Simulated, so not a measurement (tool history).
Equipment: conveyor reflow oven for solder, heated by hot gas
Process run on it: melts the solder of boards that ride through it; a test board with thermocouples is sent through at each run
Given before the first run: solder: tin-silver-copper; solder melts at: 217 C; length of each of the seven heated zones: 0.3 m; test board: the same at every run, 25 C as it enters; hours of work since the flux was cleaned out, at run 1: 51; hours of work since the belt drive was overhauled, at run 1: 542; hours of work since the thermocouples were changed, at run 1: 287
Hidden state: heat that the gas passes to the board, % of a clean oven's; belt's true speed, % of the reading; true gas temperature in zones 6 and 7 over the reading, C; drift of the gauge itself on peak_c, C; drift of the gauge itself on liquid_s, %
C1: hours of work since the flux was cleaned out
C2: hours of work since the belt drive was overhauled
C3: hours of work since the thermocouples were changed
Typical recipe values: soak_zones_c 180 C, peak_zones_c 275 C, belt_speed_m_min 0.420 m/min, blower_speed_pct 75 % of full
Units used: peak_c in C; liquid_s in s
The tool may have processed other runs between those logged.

{"run": 1, "hour": 0.0, "soak_zones_c": 180, "peak_zones_c": 275, "belt_speed_m_min": 0.42, "blower_speed_pct": 75, "C1": 51, "C2": 542, "C3": 287, "peak_c": 260.8, "liquid_s": 73.37}
{"run": 2, "hour": 37.4, "soak_zones_c": 180, "peak_zones_c": 275, "belt_speed_m_min": 0.42, "blower_speed_pct": 75, "C1": 73, "C2": 563, "C3": 309, "peak_c": 261.0, "liquid_s": 73.3}
{"run": 3, "hour": 75.4, "soak_zones_c": 180, "peak_zones_c": 275, "belt_speed_m_min": 0.42, "blower_speed_pct": 75, "C1": 95, "C2": 585, "C3": 331, "peak_c": 260.6, "liquid_s": 73.2}
{"run": 4, "hour": 131.1, "soak_zones_c": 180, "peak_zones_c": 275, "belt_speed_m_min": 0.42, "blower_speed_pct": 75, "C1": 127, "C2": 617, "C3": 363, "peak_c": 260.4, "liquid_s": 73.04}
{"hour": 193.5, "done": "flux residue cleaned out of gas plates and filters"}
{"run": 5, "hour": 202.9, "soak_zones_c": 180, "peak_zones_c": 275, "belt_speed_m_min": 0.42, "blower_speed_pct": 85, "C1": 5, "C2": 655, "C3": 401, "peak_c": 262.4, "liquid_s": 74.72}
{"run": 6, "hour": 277.0, "soak_zones_c": 180, "peak_zones_c": 275, "belt_speed_m_min": 0.42, "blower_speed_pct": 85, "C1": 48, "C2": 698, "C3": 444, "peak_c": 262.4, "liquid_s": 74.51}
{"run": 7, "hour": 328.3, "soak_zones_c": 180, "peak_zones_c": 275, "belt_speed_m_min": 0.42, "blower_speed_pct": 85, "C1": 77, "C2": 727, "C3": 473, "peak_c": 261.9, "liquid_s": 74.33}
{"run": 8, "hour": 392.9, "soak_zones_c": 180, "peak_zones_c": 275, "belt_speed_m_min": 0.436, "blower_speed_pct": 75, "C1": 114, "C2": 764, "C3": 510, "peak_c": 259.4, "liquid_s": 69.69}
{"run": 9, "hour": 461.3, "soak_zones_c": 180, "peak_zones_c": 275, "belt_speed_m_min": 0.42, "blower_speed_pct": 75, "C1": 154, "C2": 803, "C3": 549, "peak_c": 260.4, "liquid_s": 73.07}
{"hour": 475.5, "done": "flux residue cleaned out of gas plates and filters"}
{"run": 10, "hour": 522.4, "soak_zones_c": 180, "peak_zones_c": 275, "belt_speed_m_min": 0.42, "blower_speed_pct": 75, "C1": 27, "C2": 836, "C3": 582, "peak_c": 261.5, "liquid_s": 74.04}
{"run": 11, "hour": 569.0, "soak_zones_c": 180, "peak_zones_c": 275, "belt_speed_m_min": 0.42, "blower_speed_pct": 75, "C1": 54, "C2": 862, "C3": 608, "peak_c": 261.5, "liquid_s": 74.15}
{"hour": 578.6, "done": "thermocouples of zones 6 and 7 changed"}
{"run": 12, "hour": 630.6, "soak_zones_c": 180, "peak_zones_c": 275, "belt_speed_m_min": 0.42, "blower_speed_pct": 75, "C1": 88, "C2": 897, "C3": 30, "peak_c": 260.7, "liquid_s": 73.6}
{"run": 13, "hour": 686.1, "soak_zones_c": 180, "peak_zones_c": 275, "belt_speed_m_min": 0.42, "blower_speed_pct": 75, "C1": 120, "C2": 928, "C3": 62, "peak_c": 260.7, "liquid_s": 73.51}
{"run": 14, "hour": 729.2, "soak_zones_c": 180, "peak_zones_c": 275, "belt_speed_m_min": 0.42, "blower_speed_pct": 75, "C1": 144, "C2": 953, "C3": 86, "peak_c": 260.5, "liquid_s": 73.43}
{"hour": 758.6, "done": "flux residue cleaned out of gas plates and filters"}
{"run": 15, "hour": 766.2, "soak_zones_c": 180, "peak_zones_c": 275, "belt_speed_m_min": 0.365, "blower_speed_pct": 75, "C1": 4, "C2": 971, "C3": 105, "peak_c": 265.4, "liquid_s": 88.54}
{"hour": 813.8, "done": "belt drive overhauled, speed set with a stopwatch"}
{"run": 16, "hour": 843.3, "soak_zones_c": 180, "peak_zones_c": 275, "belt_speed_m_min": 0.365, "blower_speed_pct": 75, "C1": 46, "C2": 17, "C3": 147, "peak_c": 264.9, "liquid_s": 87.27}
{"run": 17, "hour": 914.8, "soak_zones_c": 180, "peak_zones_c": 275, "belt_speed_m_min": 0.365, "blower_speed_pct": 75, "C1": 87, "C2": 58, "C3": 188, "peak_c": 264.3, "liquid_s": 87.19}
{"run": 18, "hour": 967.5, "soak_zones_c": 193, "peak_zones_c": 280, "belt_speed_m_min": 0.42, "blower_speed_pct": 75, "C1": 118, "C2": 88, "C3": 218, "peak_c": 267.1, "liquid_s": 82.03}
{"run": 19, "hour": 1006.5, "soak_zones_c": 184, "peak_zones_c": 275, "belt_speed_m_min": 0.422, "blower_speed_pct": 75, "C1": 140, "C2": 111, "C3": 240, "peak_c": 260.8, "liquid_s": 74.23}
{"hour": 1044.8, "done": "flux residue cleaned out of gas plates and filters"}
{"run": 20, "hour": 1062.5, "soak_zones_c": 193, "peak_zones_c": 275, "belt_speed_m_min": 0.38, "blower_speed_pct": 61, "C1": 10, "C2": 140, "C3": 270, "peak_c": 264.1, "liquid_s": 89.55}
{"run": 21, "hour": 1108.3, "soak_zones_c": 191, "peak_zones_c": 275, "belt_speed_m_min": 0.38, "blower_speed_pct": 81, "C1": 36, "C2": 166, "C3": 296, "peak_c": 266.0, "liquid_s": 89.54}
{"run": 22, "hour": 1175.0, "soak_zones_c": 191, "peak_zones_c": 275, "belt_speed_m_min": 0.38, "blower_speed_pct": 81, "C1": 75, "C2": 204, "C3": 334, "peak_c": 265.8, "liquid_s": 89.49}
{"run": 23, "hour": 1215.7, "soak_zones_c": 173, "peak_zones_c": 275, "belt_speed_m_min": 0.42, "blower_speed_pct": 55, "C1": 98, "C2": 228, "C3": 358, "peak_c": 256.1, "liquid_s": 66.41}

Each row is a separate what-if for the run after 23, all from the same tool condition, not one after another. Results?
{"run": "A", "hour": 1276.0, "soak_zones_c": 180, "peak_zones_c": 275, "belt_speed_m_min": 0.42, "blower_speed_pct": 82, "C1": 133, "C2": 262, "C3": 392, "peak_c": "?", "liquid_s": "?"}
{"run": "B", "hour": 1276.0, "soak_zones_c": 180, "peak_zones_c": 275, "belt_speed_m_min": 0.42, "blower_speed_pct": 56, "C1": 133, "C2": 262, "C3": 392, "peak_c": "?", "liquid_s": "?"}
{"run": "C", "hour": 1276.0, "soak_zones_c": 180, "peak_zones_c": 275, "belt_speed_m_min": 0.42, "blower_speed_pct": 82, "C1": 133, "C2": 262, "C3": 392, "peak_c": "?", "liquid_s": "?"}
{"run": "D", "hour": 1276.0, "soak_zones_c": 173, "peak_zones_c": 273, "belt_speed_m_min": 0.353, "blower_speed_pct": 57, "C1": 133, "C2": 262, "C3": 392, "peak_c": "?", "liquid_s": "?"}

run=A peak_c=261.5 liquid_s=73.54
run=B peak_c=257.5 liquid_s=70.37
run=C peak_c=261.6 liquid_s=73.58
run=D peak_c=260.4 liquid_s=84.03
Had the tool no hidden state, the same runs would have come out as:
run=A peak_c=261.7 liquid_s=73.48
run=B peak_c=257.7 liquid_s=70.32
run=C peak_c=261.8 liquid_s=73.51
run=D peak_c=260.4 liquid_s=83.80
